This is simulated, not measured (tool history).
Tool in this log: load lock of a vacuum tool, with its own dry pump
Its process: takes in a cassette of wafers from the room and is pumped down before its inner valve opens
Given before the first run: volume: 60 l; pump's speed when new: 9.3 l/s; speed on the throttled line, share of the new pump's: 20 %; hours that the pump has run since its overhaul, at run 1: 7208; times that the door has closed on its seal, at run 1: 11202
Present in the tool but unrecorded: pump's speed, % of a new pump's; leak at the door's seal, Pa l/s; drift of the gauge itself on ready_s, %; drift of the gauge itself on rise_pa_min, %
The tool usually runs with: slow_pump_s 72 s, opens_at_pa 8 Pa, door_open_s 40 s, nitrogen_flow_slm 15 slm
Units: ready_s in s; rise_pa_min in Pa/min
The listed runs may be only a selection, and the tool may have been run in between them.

run      day  slow_pump_s  opens_at_pa  door_open_s  nitrogen_flow_slm  hours that the pump has run since its overhaul  times that the door has closed on its seal  incoming humidity of the room's air, %  ready_s  rise_pa_min
  1    0.000           72            8           40                 15                                            7208                                       11202                                    43.3    125.5        0.150
  2   13.696           72            8           40                 15                                            7537                                       11558                                    44.9    125.8        0.164
  3   19.804           72            8           40                 15                                            7683                                       11717                                    41.1    126.6        0.171
  4   33.108           72            8           40                 15                                            8003                                       12062                                    46.7    127.7        0.176
  5   40.546           72            8           40                 15                                            8181                                       12256                                    44.5    126.3        0.182
  6   47.938           72            8           40                 15                                            8359                                       12448                                    44.8    126.8        0.176
  7   58.171           72            8           40                 15                                            8604                                       12714                                    46.1    127.8        0.182
  8   66.538           72            8           40                 15                                            8805                                       12932                                    46.2    126.9        0.189
  9   74.871           72            8          237                 15                                            9005                                       13148                                    46.3    127.3        0.218
 10   81.912           72            8           40                 15                                            9174                                       13331                                    44.0    125.9        0.199
 11   93.542           72            8           40                 15                                            9453                                       13633                                    45.5    127.7        0.203
 12  101.379           72            8           65                 15                                            9641                                       13837                                    42.0    128.6        0.209
 13  113.471           72            8           40                 15                                            9931                                       14152                                    45.9    129.2        0.212
 14  121.138           72            8           25                 15                                           10115                                       14351                                    43.6    129.5        0.218
 15  131.567           72            8           25                 15                                           10366                                       14622                                    48.1    129.9        0.221
 16  140.100           72            8           25                 15                                           10571                                       14844                                    43.9    128.6        0.230
     144.962  -- dry pump taken out, an overhauled one fitted
 17  152.417           72            8           40                 15                                             179                                       15158                                    45.3    117.9        0.240
 18  160.450           72            8           40                 15                                             372                                       15366                                    45.5    118.1        0.245
 19  167.683           46           13           99                 20                                             545                                       15554                                    44.2     94.8        0.251
 20  179.225           49            9           41                 36                                             822                                       15854                                    44.6    101.5        0.238
 21  188.188           64           14           83                 34                                            1037                                       16087                                    45.6    109.6        0.254
 22  195.733           61           16           83                 34                                            1219                                       16284                                    45.4    104.6        0.258
 23  209.417           67           15           40                 41                                            1547                                       16639                                    45.6    111.6        0.261
 24  215.379           67           15           40                 41                                            1690                                       16794                                    43.4    111.7        0.264
 25  225.571           63            8           95                  9                                            1935                                       17059                                    47.6    114.5        0.295
 26  235.250           63           14           95                  9                                            2167                                       17311                                    42.8    110.0        0.293
 27  248.383           63           14           95                  9                                            2482                                       17652                                    49.9    110.1        0.306
 28  262.550          136           15           38                 15                                            2822                                       18021                                    45.2    166.7        0.297
 29  270.938           45            8          128                 15                                            3023                                       18239                                    44.0    101.4        0.321
 30  278.858           72           12           77                 15                                            3214                                       18444                                    45.0    119.8        0.319

The next listed run, before its measurement:
 31  293.300           72           12           77                 15                                            3560                                       18820                                    45.8        ?            ?

Run 31 yielded ready_s 120.1 s, rise_pa_min 0.325 Pa/min.
On a tool with no hidden condition, and with the same random variation, this run would have come out at ready_s 117.0 s, rise_pa_min 0.031 Pa/min.
